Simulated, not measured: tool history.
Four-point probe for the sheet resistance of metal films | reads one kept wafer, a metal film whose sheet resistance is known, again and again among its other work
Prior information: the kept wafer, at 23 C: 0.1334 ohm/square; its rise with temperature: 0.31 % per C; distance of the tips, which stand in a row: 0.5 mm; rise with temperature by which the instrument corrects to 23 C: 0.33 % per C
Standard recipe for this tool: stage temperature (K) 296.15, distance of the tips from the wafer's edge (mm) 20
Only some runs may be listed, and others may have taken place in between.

| run | hour | stage temperature (K) | distance of the tips from the wafer's edge (mm) | sheet resistance as the instrument gives it (ohm/square) |
|---|---|---|---|---|
| 1 | 0.0 | 296.15 | 20 | 0.132809 |
| 2 | 45.6 | 296.15 | 20 | 0.132707 |
| 3 | 69.4 | 296.15 | 20 | 0.132717 |
| 4 | 94.0 | 296.15 | 20 | 0.132684 |
| 5 | 119.7 | 296.15 | 20 | 0.132661 |
| 6 | 166.3 | 300.15 | 20 | 0.132654 |
| 7 | 201.4 | 300.15 | 20 | 0.132661 |
| 8 | 243.8 | 307.15 | 20 | 0.132557 |
| 9 | 278.2 | 307.15 | 20 | 0.132562 |
| 10 | 297.7 | 296.15 | 20 | 0.132752 |
| 11 | 319.9 | 296.15 | 20 | 0.132759 |
| 12 | 345.5 | 296.15 | 20 | 0.132717 |
| 13 | 376.7 | 296.15 | 20 | 0.132719 |
| 14 | 404.2 | 296.15 | 20 | 0.132738 |
| 15 | 427.1 | 296.15 | 20 | 0.132766 |
| 16 | 466.7 | 296.15 | 20 | 0.132782 |
|  | 476.6 | stage's thermometer calibrated |
| 17 | 489.6 | 296.15 | 20 | 0.132667 |
| 18 | 531.7 | 296.15 | 20 | 0.132674 |
|  | 551.7 | stage's thermometer calibrated, once more |
| 19 | 569.6 | 292.15 | 23 | 0.132889 |
| 20 | 611.6 | 292.15 | 23 | 0.132916 |
| 21 | 651.0 | 292.15 | 23 | 0.132973 |
| 22 | 685.3 | 306.15 | 3 | 0.134579 |
| 23 | 706.8 | 293.15 | 16 | 0.132975 |
| 24 | 736.7 | 302.15 | 26 | 0.132750 |
| 25 | 775.0 | 305.15 | 20 | 0.132743 |
| 26 | 805.0 | 306.15 | 3 | 0.134609 |
| 27 | 841.1 | 292.15 | 20 | 0.132934 |
| 28 | 883.0 | 297.15 | 20 | 0.132808 |
| 29 | 924.6 | 305.15 | 32 | 0.132712 |
| 30 | 966.3 | 305.15 | 32 | 0.132672 |
| 31 | 1007.5 | 304.15 | 72 | 0.132679 |
| 32 | 1038.5 | 304.15 | 72 | 0.132768 |
| 33 | 1069.5 | 297.15 | 43 | 0.132805 |

Consider 3 possible next runs. They are alternatives, not a sequence: every one starts from the tool as it was left by run 33. What does each give?
| A | 1099.2 | 300.15 | 21 | ? |
| B | 1099.2 | 295.15 | 43 | ? |
| C | 1099.2 | 296.15 | 29 | ? |

| run | sheet resistance as the instrument gives it (ohm/square) |
|---|---|
| A | 0.132814 |
| B | 0.132871 |
| C | 0.132898 |
Take away the tool's hidden state, keep each run's random variation, and the runs would have read:
| run | sheet resistance as the instrument gives it (ohm/square) |
|---|---|
| A | 0.133369 |
| B | 0.133426 |
| C | 0.133454 |

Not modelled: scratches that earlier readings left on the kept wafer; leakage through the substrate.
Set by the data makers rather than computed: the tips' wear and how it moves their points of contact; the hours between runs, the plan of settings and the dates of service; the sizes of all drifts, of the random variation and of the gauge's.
